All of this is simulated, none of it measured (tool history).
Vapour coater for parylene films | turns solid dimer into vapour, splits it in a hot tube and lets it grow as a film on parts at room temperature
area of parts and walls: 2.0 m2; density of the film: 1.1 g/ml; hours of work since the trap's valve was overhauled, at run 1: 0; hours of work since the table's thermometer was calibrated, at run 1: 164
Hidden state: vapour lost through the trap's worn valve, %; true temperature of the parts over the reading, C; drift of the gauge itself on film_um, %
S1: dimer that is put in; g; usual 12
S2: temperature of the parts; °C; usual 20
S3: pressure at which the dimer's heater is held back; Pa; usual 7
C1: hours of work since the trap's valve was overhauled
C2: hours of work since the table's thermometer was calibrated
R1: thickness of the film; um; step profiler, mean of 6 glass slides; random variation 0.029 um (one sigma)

run,hour,S1,S2,S3,C1,C2,R1
1,0,12,20,7,0,164,2.72
2,46.5,12,20,2.73,37,201,2.89
3,80.6,6,20,2.73,65,229,1.42
4,110.5,6,20,2.73,89,253,1.39
5,178.3,6,20,2.73,143,307,1.4
6,231.7,6,20,2.73,186,350,1.39
7,299.4,6,20,2.73,241,405,1.34
8,357.8,6,20,2.73,288,451,1.32
9,410,6,20,2.73,330,494,1.26
10,447.9,8,20,2.73,360,524,1.62
# hour 476.8: trap's valve overhauled
11,517.8,8,20,2.73,33,577,1.89
12,585.4,8,20,2.73,87,631,1.84
13,638.6,12,20,7,130,674,2.53
14,687.4,12,20,7,169,713,2.53
15,722.9,12,20,7,198,742,2.45
16,783.4,12,20,7,247,791,2.38
17,826.6,12,20,7,281,825,2.39
18,868.3,9,20,7,315,859,1.74
19,907.5,12,16,7,346,890,2.52
# hour 952.2: trap's valve overhauled
20,964.4,12,20,7,10,933,2.62
21,993.2,12,17,9.23,33,956,2.69
22,1059.1,6,18,9.23,86,1009,1.35
23,1114,16,14,7,130,1053,3.75
24,1179,16,14,2.43,182,1106,4.09
25,1243.8,16,14,2.43,235,1158,4.02

Run 26 comes next. What will it give?
26,1311,12,20,4.04,289,1212,?

{"run 26": {"R1": 2.46}}
Without the tool's hidden state the same run would have given R1 2.83 um.
